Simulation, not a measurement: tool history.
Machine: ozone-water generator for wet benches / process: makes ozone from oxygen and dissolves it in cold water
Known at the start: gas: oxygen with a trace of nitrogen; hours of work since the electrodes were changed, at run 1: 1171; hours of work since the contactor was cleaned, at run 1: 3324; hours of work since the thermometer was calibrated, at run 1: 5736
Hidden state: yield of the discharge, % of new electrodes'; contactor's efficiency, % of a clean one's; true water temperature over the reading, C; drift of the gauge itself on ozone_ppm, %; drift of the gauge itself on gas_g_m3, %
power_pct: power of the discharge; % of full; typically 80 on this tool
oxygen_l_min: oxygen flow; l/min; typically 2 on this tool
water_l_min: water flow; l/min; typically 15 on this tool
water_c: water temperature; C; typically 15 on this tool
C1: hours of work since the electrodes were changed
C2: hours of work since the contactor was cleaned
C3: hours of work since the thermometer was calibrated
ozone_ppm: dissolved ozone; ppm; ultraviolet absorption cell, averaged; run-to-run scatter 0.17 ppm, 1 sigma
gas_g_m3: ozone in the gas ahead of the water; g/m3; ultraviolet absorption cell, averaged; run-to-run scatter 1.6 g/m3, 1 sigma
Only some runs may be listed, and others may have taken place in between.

{"run": 1, "hour": 0.0, "power_pct": 80, "oxygen_l_min": 2, "water_l_min": 15, "water_c": 15, "C1": 1171, "C2": 3324, "C3": 5736, "ozone_ppm": 22.2, "gas_g_m3": 298.6}
{"hour": 11.3, "done": "water thermometer calibrated"}
{"run": 2, "hour": 84.1, "power_pct": 80, "oxygen_l_min": 2, "water_l_min": 15, "water_c": 15, "C1": 1253, "C2": 3406, "C3": 71, "ozone_ppm": 22.2, "gas_g_m3": 302.3}
{"run": 3, "hour": 141.8, "power_pct": 80, "oxygen_l_min": 2, "water_l_min": 15, "water_c": 15, "C1": 1309, "C2": 3462, "C3": 128, "ozone_ppm": 22.2, "gas_g_m3": 303.5}
{"run": 4, "hour": 194.4, "power_pct": 80, "oxygen_l_min": 2, "water_l_min": 15, "water_c": 15, "C1": 1361, "C2": 3514, "C3": 179, "ozone_ppm": 22, "gas_g_m3": 301.2}
{"run": 5, "hour": 277.1, "power_pct": 80, "oxygen_l_min": 2.95, "water_l_min": 15, "water_c": 15, "C1": 1441, "C2": 3594, "C3": 260, "ozone_ppm": 23.7, "gas_g_m3": 252.4}
{"run": 6, "hour": 347.1, "power_pct": 80, "oxygen_l_min": 2.95, "water_l_min": 15, "water_c": 15, "C1": 1510, "C2": 3663, "C3": 328, "ozone_ppm": 24, "gas_g_m3": 249.9}
{"run": 7, "hour": 437.2, "power_pct": 80, "oxygen_l_min": 2.95, "water_l_min": 15, "water_c": 15, "C1": 1598, "C2": 3751, "C3": 416, "ozone_ppm": 23.4, "gas_g_m3": 253.4}
{"run": 8, "hour": 494.8, "power_pct": 80, "oxygen_l_min": 2.95, "water_l_min": 15, "water_c": 15, "C1": 1654, "C2": 3807, "C3": 473, "ozone_ppm": 23.8, "gas_g_m3": 252.8}
{"run": 9, "hour": 543.3, "power_pct": 80, "oxygen_l_min": 2, "water_l_min": 15, "water_c": 8, "C1": 1702, "C2": 3855, "C3": 520, "ozone_ppm": 23.1, "gas_g_m3": 304.5}
{"run": 10, "hour": 584.1, "power_pct": 80, "oxygen_l_min": 2, "water_l_min": 15, "water_c": 8, "C1": 1742, "C2": 3895, "C3": 560, "ozone_ppm": 23.3, "gas_g_m3": 304.7}

Expected results for the next run?
{"run": 11, "hour": 633.7, "power_pct": 80, "oxygen_l_min": 2, "water_l_min": 15, "water_c": 8, "C1": 1790, "C2": 3943, "C3": 609, "ozone_ppm": "?", "gas_g_m3": "?"}

Run 11 yielded ozone_ppm 23.1 ppm, gas_g_m3 304.9 g/m3.
Take away the tool's hidden state, keep the run-to-run variation as it was, and the same run would have given ozone_ppm 23.1 ppm, gas_g_m3 298.9 g/m3.

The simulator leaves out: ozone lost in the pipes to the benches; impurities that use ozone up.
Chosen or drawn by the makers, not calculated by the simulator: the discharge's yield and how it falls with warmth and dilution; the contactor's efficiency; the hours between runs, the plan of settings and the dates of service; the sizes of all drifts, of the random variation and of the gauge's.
